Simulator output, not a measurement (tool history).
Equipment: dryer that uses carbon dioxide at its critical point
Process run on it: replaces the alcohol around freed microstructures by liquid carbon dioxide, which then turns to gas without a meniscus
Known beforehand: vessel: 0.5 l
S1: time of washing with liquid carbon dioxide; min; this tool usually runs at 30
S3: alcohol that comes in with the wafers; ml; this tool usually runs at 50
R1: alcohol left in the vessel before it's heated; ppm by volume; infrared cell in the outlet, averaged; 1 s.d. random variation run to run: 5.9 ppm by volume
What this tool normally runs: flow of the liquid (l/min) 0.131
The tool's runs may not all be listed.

Run 1, hour 0.0: usual settings. Result: R1 273 ppm by volume.
Run 2, hour 27.0: usual settings. Result: R1 291 ppm by volume.
Run 3, hour 57.7: usual settings but S1 20 min. Result: R1 1950 ppm by volume.
Run 4, hour 90.2: usual settings but S1 20 min. Result: R1 1921 ppm by volume.
Run 5, hour 129.3: usual settings but S3 86 ml. Result: R1 541 ppm by volume.
Run 6, hour 170.5: usual settings but S3 86 ml. Result: R1 573 ppm by volume.
Run 7, hour 197.9: usual settings but S3 86 ml. Result: R1 590 ppm by volume.
Run 8, hour 217.4: usual settings but S3 86 ml. Result: R1 617 ppm by volume.
Run 9, hour 242.9: usual settings but S3 86 ml. Result: R1 648 ppm by volume.
Run 10, hour 261.9: usual settings but S3 86 ml. Result: R1 670 ppm by volume.
Run 11, hour 293.8: usual settings but S3 86 ml. Result: R1 732 ppm by volume.
Run 12, hour 316.6: usual settings but S3 86 ml. Result: R1 756 ppm by volume.
At hour 342.5: inlet filter changed.
Run 13, hour 342.5: usual settings but S3 86 ml. Result: R1 428 ppm by volume.
Run 14, hour 366.6: usual settings but S3 86 ml. Result: R1 451 ppm by volume.
Run 15, hour 405.6: usual settings. Result: R1 309 ppm by volume.
Run 16, hour 434.2: usual settings. Result: R1 315 ppm by volume.
Run 17, hour 463.0: usual settings. Result: R1 339 ppm by volume.
Run 18, hour 487.1: usual settings. Result: R1 348 ppm by volume.
Run 19, hour 520.8: usual settings but S3 34 ml. Result: R1 273 ppm by volume.
Run 20, hour 548.1: usual settings but S3 34 ml. Result: R1 274 ppm by volume.
At hour 573.8: purifier's bed changed.
Run 21, hour 574.1: usual settings but S3 34 ml. Result: R1 207 ppm by volume.
Run 22, hour 616.8: usual settings. Result: R1 333 ppm by volume.
Run 23, hour 653.2: usual settings. Result: R1 358 ppm by volume.
Run 24, hour 695.4: usual settings. Result: R1 392 ppm by volume.
Run 25, hour 720.7: usual settings but S1 22 min, flow of the liquid (l/min) 0.102, S3 26 ml. Result: R1 2232 ppm by volume.
Run 26, hour 743.4: usual settings but S1 22 min, flow of the liquid (l/min) 0.102, S3 26 ml. Result: R1 2296 ppm by volume.
At hour 772.4: inlet filter changed.
Run 27, hour 783.7: usual settings but S1 37 min, flow of the liquid (l/min) 0.083, S3 72 ml. Result: R1 1217 ppm by volume.
Run 28, hour 805.2: usual settings but S1 34 min, flow of the liquid (l/min) 0.160, S3 62 ml. Result: R1 39 ppm by volume.
Run 29, hour 837.7: usual settings but S1 34 min, flow of the liquid (l/min) 0.160, S3 62 ml. Result: R1 48 ppm by volume.
Run 30, hour 861.8: usual settings but S1 34 min, flow of the liquid (l/min) 0.160, S3 62 ml. Result: R1 58 ppm by volume.
Run 31, hour 884.7: usual settings but S1 18 min, flow of the liquid (l/min) 0.145, S3 39 ml. Result: R1 1435 ppm by volume.
Run 32, hour 906.8: usual settings but S1 24 min, S3 35 ml. Result: R1 622 ppm by volume.
Run 33, hour 943.6: usual settings but S1 19 min, S3 57 ml. Result: R1 2652 ppm by volume.
Run 34, hour 974.7: usual settings but S1 18 min, flow of the liquid (l/min) 0.173, S3 28 ml. Result: R1 550 ppm by volume.
Run 35, hour 998.2: usual settings but S1 18 min, flow of the liquid (l/min) 0.173, S3 28 ml. Result: R1 569 ppm by volume.
Run 36, hour 1028.5: usual settings but S1 18 min, flow of the liquid (l/min) 0.173, S3 25 ml. Result: R1 533 ppm by volume.
Run 37, hour 1057.1: usual settings but S1 47 min, S3 30 ml. Result: R1 46 ppm by volume.
Run 38, hour 1101.0: usual settings but S1 43 min. Result: R1 78 ppm by volume.
Run 39, hour 1130.8: usual settings but S1 29 min, flow of the liquid (l/min) 0.111, S3 70 ml. Result: R1 1449 ppm by volume.
Run 40, hour 1173.9: usual settings but flow of the liquid (l/min) 0.098, S3 68 ml. Result: R1 2250 ppm by volume.
Run 41, hour 1195.7: usual settings but S1 43 min, S3 28 ml. Result: R1 70 ppm by volume.
At hour 1200.3: inlet filter changed.
Run 42, hour 1215.9: usual settings but S3 91 ml. Result: R1 441 ppm by volume.
Run 43, hour 1236.7: usual settings but S3 83 ml. Result: R1 419 ppm by volume.
Run 44, hour 1271.1: usual settings but S3 83 ml. Result: R1 456 ppm by volume.
Run 45, hour 1305.5: usual settings but S1 42 min, flow of the liquid (l/min) 0.090, S3 92 ml. Result: R1 660 ppm by volume.
Run 46, hour 1346.7: usual settings but S1 42 min, flow of the liquid (l/min) 0.090, S3 92 ml. Result: R1 681 ppm by volume.
Run 47, hour 1378.1: usual settings but S1 42 min, flow of the liquid (l/min) 0.090, S3 77 ml. Result: R1 632 ppm by volume.
Run 48, hour 1412.4: usual settings but S1 32 min, flow of the liquid (l/min) 0.082. Result: R1 2164 ppm by volume.

3 ways to go on from here, each from the tool as it stands after run 48. What would each give?
Run A, hour 1430.9: usual settings but S1 32 min, flow of the liquid (l/min) 0.082, S3 114 ml. Result: R1 ?.
Run B, hour 1430.9: usual settings but S1 34 min, flow of the liquid (l/min) 0.093, S3 66 ml. Result: R1 ?.
Run C, hour 1430.9: usual settings but S1 33 min, flow of the liquid (l/min) 0.199, S3 20 ml. Result: R1 ?.

run    R1
  A  4839
  B  1364
  C    74
Take away the tool's hidden state, keep each run's random variation, and the runs would have read:
run    R1
  A  3681
  B   950
  C     7
